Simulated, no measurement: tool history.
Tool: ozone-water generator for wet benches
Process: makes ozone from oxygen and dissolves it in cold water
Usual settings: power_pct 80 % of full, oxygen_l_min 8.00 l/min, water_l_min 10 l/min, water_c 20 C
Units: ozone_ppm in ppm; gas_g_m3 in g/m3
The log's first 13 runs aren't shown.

run	hour	power_pct	oxygen_l_min	water_l_min	water_c	hours of work since the electrodes were changed	hours of work since the contactor was cleaned	hours of work since the thermometer was calibrated	ozone_ppm	gas_g_m3
14	1143.7	58	8.00	10	20	4742	3452	2773	36.9	222.0
15	1232.6	58	8.00	10	20	4809	3518	2840	36.9	221.8
# hour 1282.3: gauge calibrated
16	1362.6	93	8.00	10	20	4907	3616	2937	53.1	321.6
17	1480.8	93	8.00	10	20	4996	3705	3026	53.2	323.2
18	1557.7	41	10.18	12	17	5054	3763	3084	26.0	152.5
19	1643.0	54	8.00	15	28	5118	3827	3148	23.3	213.5
20	1734.1	77	7.29	9	16	5186	3896	3217	54.9	293.7
21	1859.4	71	8.00	10	20	5280	3990	3311	43.2	263.7
22	1985.2	71	10.90	10	21	5375	4084	3406	37.9	218.0
23	2099.4	94	7.79	12	26	5461	4170	3492	42.2	327.7
24	2159.2	94	7.79	12	26	5506	4215	3537	41.8	326.1
25	2231.6	94	7.79	12	26	5560	4270	3591	42.1	326.5
26	2300.9	94	7.79	12	26	5612	4322	3643	42.6	324.7
27	2380.5	97	8.00	10	19	5672	4382	3703	55.9	328.1
28	2464.9	76	12.09	10	15	5736	4445	3766	45.4	214.0
29	2583.8	80	9.14	10	27	5825	4535	3856	38.2	262.8
30	2698.3	48	9.14	10	19	5911	4621	3942	31.6	177.8
31	2823.5	48	9.14	10	19	6005	4715	4036	31.6	175.9
32	2882.8	52	13.98	7	18	6050	4759	4081	34.5	148.2

Forecast each of these 4 alternatives for the next run:
# hour 2949.5: gauge calibrated
A	2999.6	46	8.00	6	20	6138	4847	4169	?	?
# hour 2949.5: gauge calibrated
B	2999.6	80	5.68	10	20	6138	4847	4169	?	?
# hour 2949.5: gauge calibrated
C	2999.6	80	8.00	13	12	6138	4847	4169	?	?
# hour 2949.5: gauge calibrated
D	2999.6	80	7.50	7	18	6138	4847	4169	?	?

run	ozone_ppm	gas_g_m3
A	39.7	190.9
B	52.0	350.0
C	48.0	291.1
D	60.7	302.1
Without the tool's hidden state the same runs would have given:
run	ozone_ppm	gas_g_m3
A	39.8	191.2
B	52.0	350.6
C	48.0	291.6
D	60.7	302.6
